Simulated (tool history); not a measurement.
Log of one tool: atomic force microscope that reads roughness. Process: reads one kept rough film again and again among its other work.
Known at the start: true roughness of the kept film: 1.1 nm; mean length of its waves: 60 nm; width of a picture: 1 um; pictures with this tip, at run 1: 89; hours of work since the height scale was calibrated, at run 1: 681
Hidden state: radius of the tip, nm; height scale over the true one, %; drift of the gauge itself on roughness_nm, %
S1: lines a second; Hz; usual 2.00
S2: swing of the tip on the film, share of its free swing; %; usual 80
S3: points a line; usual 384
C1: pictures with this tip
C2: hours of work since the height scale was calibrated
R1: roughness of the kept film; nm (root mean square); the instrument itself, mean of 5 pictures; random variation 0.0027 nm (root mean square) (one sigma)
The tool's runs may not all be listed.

{"run": 1, "day": 0.0, "S1": 2.0, "S2": 80, "S3": 384, "C1": 89, "C2": 681, "R1": 0.965}
{"run": 2, "day": 1.0, "S1": 2.0, "S2": 80, "S3": 384, "C1": 124, "C2": 699, "R1": 0.965}
{"day": 1.788, "done": "new tip fitted"}
{"run": 3, "day": 2.325, "S1": 2.0, "S2": 83, "S3": 384, "C1": 19, "C2": 723, "R1": 0.956}
{"run": 4, "day": 3.771, "S1": 2.06, "S2": 80, "S3": 384, "C1": 70, "C2": 749, "R1": 0.965}
{"run": 5, "day": 5.138, "S1": 2.06, "S2": 80, "S3": 384, "C1": 118, "C2": 774, "R1": 0.961}
{"day": 6.083, "done": "new tip fitted"}
{"run": 6, "day": 6.696, "S1": 2.06, "S2": 80, "S3": 384, "C1": 22, "C2": 802, "R1": 0.966}
{"run": 7, "day": 7.612, "S1": 2.06, "S2": 80, "S3": 384, "C1": 54, "C2": 819, "R1": 0.97}
{"run": 8, "day": 9.092, "S1": 1.77, "S2": 80, "S3": 384, "C1": 106, "C2": 846, "R1": 0.98}
{"run": 9, "day": 10.108, "S1": 1.77, "S2": 80, "S3": 384, "C1": 142, "C2": 864, "R1": 0.972}
{"day": 10.338, "done": "new tip fitted"}
{"run": 10, "day": 11.008, "S1": 1.77, "S2": 80, "S3": 384, "C1": 24, "C2": 880, "R1": 0.983}
{"run": 11, "day": 12.471, "S1": 1.95, "S2": 80, "S3": 595, "C1": 76, "C2": 907, "R1": 0.971}
{"run": 12, "day": 13.858, "S1": 1.26, "S2": 64, "S3": 627, "C1": 125, "C2": 932, "R1": 1.05}
{"day": 14.0, "done": "height scale calibrated on a step standard"}
{"day": 14.692, "done": "new tip fitted"}
{"run": 13, "day": 15.196, "S1": 1.26, "S2": 64, "S3": 627, "C1": 17, "C2": 21, "R1": 1.061}
{"run": 14, "day": 16.658, "S1": 2.38, "S2": 62, "S3": 384, "C1": 69, "C2": 48, "R1": 1.032}
{"run": 15, "day": 17.838, "S1": 1.21, "S2": 61, "S3": 331, "C1": 110, "C2": 70, "R1": 1.049}
{"day": 19.008, "done": "new tip fitted"}
{"run": 16, "day": 19.208, "S1": 2.0, "S2": 61, "S3": 838, "C1": 7, "C2": 94, "R1": 1.055}
{"run": 17, "day": 20.146, "S1": 1.88, "S2": 65, "S3": 473, "C1": 40, "C2": 111, "R1": 1.045}
{"day": 21.342, "done": "height scale calibrated on a step standard, once more"}
{"run": 18, "day": 21.45, "S1": 1.88, "S2": 65, "S3": 473, "C1": 84, "C2": 2, "R1": 1.025}
{"run": 19, "day": 22.267, "S1": 1.88, "S2": 65, "S3": 473, "C1": 113, "C2": 17, "R1": 1.027}
{"day": 23.392, "done": "new tip fitted"}
{"run": 20, "day": 23.571, "S1": 0.8, "S2": 64, "S3": 345, "C1": 6, "C2": 40, "R1": 1.058}

4 ways to go on from here, each from the tool as it stands after run 20. What would each give?
{"run": "A", "day": 25.129, "S1": 0.8, "S2": 67, "S3": 431, "C1": 61, "C2": 69, "R1": "?"}
{"run": "B", "day": 25.129, "S1": 1.43, "S2": 86, "S3": 384, "C1": 61, "C2": 69, "R1": "?"}
{"run": "C", "day": 25.129, "S1": 0.8, "S2": 67, "S3": 345, "C1": 61, "C2": 69, "R1": "?"}
{"run": "D", "day": 25.129, "S1": 0.8, "S2": 64, "S3": 396, "C1": 61, "C2": 69, "R1": "?"}

run=A R1=1.056
run=B R1=0.970
run=C R1=1.054
run=D R1=1.056
Without the tool's hidden state the same runs would have given:
run=A R1=1.063
run=B R1=0.976
run=C R1=1.060
run=D R1=1.063

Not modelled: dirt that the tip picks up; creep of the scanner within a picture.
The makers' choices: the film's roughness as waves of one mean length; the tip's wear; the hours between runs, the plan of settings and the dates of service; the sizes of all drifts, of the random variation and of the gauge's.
